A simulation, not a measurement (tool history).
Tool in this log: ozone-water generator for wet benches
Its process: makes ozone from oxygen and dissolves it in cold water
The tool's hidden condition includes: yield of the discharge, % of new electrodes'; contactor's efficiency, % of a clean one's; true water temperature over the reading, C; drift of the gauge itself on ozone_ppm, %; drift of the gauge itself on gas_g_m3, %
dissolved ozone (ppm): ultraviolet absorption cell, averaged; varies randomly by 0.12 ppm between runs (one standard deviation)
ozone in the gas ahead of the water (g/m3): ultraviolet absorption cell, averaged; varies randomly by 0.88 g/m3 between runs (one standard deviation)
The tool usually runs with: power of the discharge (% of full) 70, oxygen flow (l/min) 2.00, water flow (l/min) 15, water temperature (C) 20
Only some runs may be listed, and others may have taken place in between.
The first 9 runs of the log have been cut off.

run	hour	power of the discharge (% of full)	oxygen flow (l/min)	water flow (l/min)	water temperature (C)	hours of work since the electrodes were changed	hours of work since the contactor was cleaned	hours of work since the thermometer was calibrated	dissolved ozone (ppm)	ozone in the gas ahead of the water (g/m3)
10	648.8	70	2.00	15	20	1802	2547	147	9.9	130.9
11	757.8	70	2.00	15	20	1875	2620	220	9.8	130.6
12	835.3	70	2.00	15	20	1927	2672	273	9.7	132.1
13	888.5	70	2.00	15	20	1963	2708	308	9.6	130.9
14	968.7	70	2.00	15	20	2017	2762	362	9.7	131.0
15	1089.0	70	2.00	15	20	2098	2843	443	9.7	131.3
# hour 1124.1: contactor cleaned
16	1170.6	70	2.00	15	20	2150	31	496	9.3	129.5
17	1224.5	70	2.00	15	20	2186	68	532	9.7	131.3
18	1327.7	70	2.00	15	20	2256	137	601	9.4	130.3
19	1384.1	70	2.00	15	20	2294	175	639	9.5	129.0
20	1441.8	70	1.73	15	24	2332	214	678	8.8	139.7
21	1502.7	80	1.73	11	15	2373	255	719	13.9	154.9
22	1568.8	70	1.70	15	13	2418	299	763	9.5	139.5
# hour 1653.3: contactor cleaned, once more
23	1653.3	70	1.70	15	13	2472	0	818	10.2	138.0
24	1762.4	89	1.06	11	16	2545	73	891	14.1	216.5
25	1876.0	89	1.95	11	16	2622	150	967	15.8	158.0
26	1930.3	89	1.95	11	16	2658	186	1004	15.9	154.7
27	2009.6	91	2.00	16	16	2712	240	1057	11.7	155.6
28	2061.1	70	1.82	15	20	2746	274	1092	9.3	131.4
29	2184.0	73	1.57	15	16	2829	357	1175	9.8	146.2
30	2233.8	70	2.00	20	20	2863	391	1208	7.3	125.2
31	2348.5	66	1.22	20	25	2940	468	1285	5.8	154.5
32	2415.3	66	1.22	20	25	2985	513	1330	6.0	153.7
33	2508.5	66	1.22	14	19	3047	575	1393	9.0	154.5

Predict each of these 3 candidate next runs independently; none follows another, all start after run 33:
A	2599.3	70	1.84	15	20	3108	636	1454	?	?
B	2599.3	79	1.37	14	13	3108	636	1454	?	?
C	2599.3	70	1.83	19	14	3108	636	1454	?	?

run	dissolved ozone (ppm)	ozone in the gas ahead of the water (g/m3)
A	9.3	127.9
B	10.9	165.9
C	7.7	130.8
Had the tool no hidden state, the same runs would have come out as:
run	dissolved ozone (ppm)	ozone in the gas ahead of the water (g/m3)
A	11.0	149.9
B	13.1	197.3
C	9.2	153.0

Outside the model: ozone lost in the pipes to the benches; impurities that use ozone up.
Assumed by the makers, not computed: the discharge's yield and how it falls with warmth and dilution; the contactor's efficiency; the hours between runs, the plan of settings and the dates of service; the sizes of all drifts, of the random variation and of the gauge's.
